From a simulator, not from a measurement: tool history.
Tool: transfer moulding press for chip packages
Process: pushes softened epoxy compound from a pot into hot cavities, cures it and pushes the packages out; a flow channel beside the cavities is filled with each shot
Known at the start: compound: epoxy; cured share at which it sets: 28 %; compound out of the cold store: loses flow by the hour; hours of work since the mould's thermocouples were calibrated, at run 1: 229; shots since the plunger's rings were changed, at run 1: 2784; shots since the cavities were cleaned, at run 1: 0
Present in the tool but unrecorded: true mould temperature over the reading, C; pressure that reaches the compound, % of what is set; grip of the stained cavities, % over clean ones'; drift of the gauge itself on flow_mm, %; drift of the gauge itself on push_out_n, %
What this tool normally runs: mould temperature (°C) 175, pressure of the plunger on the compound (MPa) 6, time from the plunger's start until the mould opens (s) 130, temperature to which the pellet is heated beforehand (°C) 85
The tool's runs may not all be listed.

run,hour,mould temperature (°C),pressure of the plunger on the compound (MPa),time from the plunger's start until the mould opens (s),temperature to which the pellet is heated beforehand (°C),hours of work since the mould's thermocouples were calibrated,shots since the plunger's rings were changed,shots since the cavities were cleaned,incoming compound's hours out of the cold store,length that the compound runs in the flow channel (mm),greatest force on the pins that push the packages out (N)
1,0,175,6,130,85,229,2784,0,9.6,843,570
# hour 10.5: plunger's sealing rings changed
2,37.2,175,6,130,85,247,205,266,28.2,796,551
3,106.7,175,6,130,85,283,737,798,30.6,789,547
# hour 119.9: cavities cleaned with cleaning compound and waxed
4,169,175,6,130,84,314,1203,376,14.4,828,549
5,207.8,175,6,130,84,334,1500,673,17.3,822,582
# hour 235.1: cavities cleaned with cleaning compound and waxed
6,253.9,175,6,130,85,357,1842,145,9,843,564
7,315.5,175,6,130,85,389,2314,617,19.9,814,574
# hour 350.7: cavities cleaned with cleaning compound and waxed
8,351.9,175,6,130,85,406,2580,9,24.2,803,548
# hour 387.7: plunger's sealing rings changed
9,424.7,175,6,130,85,443,283,548,46,754,527
# hour 468: cavities cleaned with cleaning compound and waxed
10,490.1,180,6,130,85,475,772,169,18.5,808,451
# hour 511: mould's thermocouples calibrated
11,569.3,180,6,130,85,30,1364,761,19.2,805,472
# hour 588.7: cavities cleaned with cleaning compound and waxed
12,610.2,180,6,130,85,50,1665,165,8.1,832,458
13,679.8,180,6,130,85,86,2198,698,9.3,828,462
# hour 703.4: cavities cleaned with cleaning compound and waxed
14,755.9,175,6,133,85,124,2770,403,26.4,801,527
# hour 767.5: plunger's sealing rings changed
# hour 824.1: cavities cleaned with cleaning compound and waxed
15,825.3,171,6,146,95,158,432,10,33.1,789,551
16,898.8,171,6,146,95,195,994,572,40.8,774,551
# hour 939.1: cavities cleaned with cleaning compound and waxed
17,979.3,171,5.74,142,92,236,1599,308,25.2,794,590
# hour 1055.6: cavities cleaned with cleaning compound and waxed
18,1059.8,181,6.53,130,85,276,2205,33,22.7,827,441
19,1115.3,181,6.53,130,85,305,2629,457,38.2,794,432
# hour 1145.8: plunger's sealing rings changed
# hour 1177.7: cavities cleaned with cleaning compound and waxed
20,1194.2,170,6,130,85,343,360,127,44.4,767,760
21,1243.2,176,6.44,118,84,369,735,502,47.3,777,623
# hour 1294.1: cavities cleaned with cleaning compound and waxed
22,1325.7,176,6.44,118,84,410,1355,242,10.8,866,636
23,1392.2,176,4.78,118,86,444,1865,752,10.4,743,648
# hour 1410.2: cavities cleaned with cleaning compound and waxed
24,1450.6,182,4.63,110,91,473,2300,309,18.2,706,532
# hour 1474.4: mould's thermocouples calibrated
25,1507.5,172,5.88,145,89,17,2721,730,17.2,820,562
# hour 1527.5: plunger's sealing rings changed
# hour 1529: cavities cleaned with cleaning compound and waxed
26,1572.5,170,5.93,115,84,48,333,333,31.5,795,990
27,1610.5,182,6.74,119,87,68,624,624,42.1,795,455
# hour 1644.8: cavities cleaned with cleaning compound and waxed
28,1668.3,170,6.05,130,83,97,1055,180,33.8,798,736

3 options for the next run, each taken on its own from the tool as it stands now. Forecast them:
A,1745.4,176,6,134,89,136,1646,771,18.5,?,?
B,1745.4,170,4.74,130,86,136,1646,771,40.9,?,?
C,1745.4,177,5.18,124,85,136,1646,771,31.2,?,?

run,length that the compound runs in the flow channel (mm),greatest force on the pins that push the packages out (N)
A,813,511
B,691,738
C,728,524
Without the tool's hidden state the same runs would have given:
run,length that the compound runs in the flow channel (mm),greatest force on the pins that push the packages out (N)
A,814,502
B,691,725
C,729,515
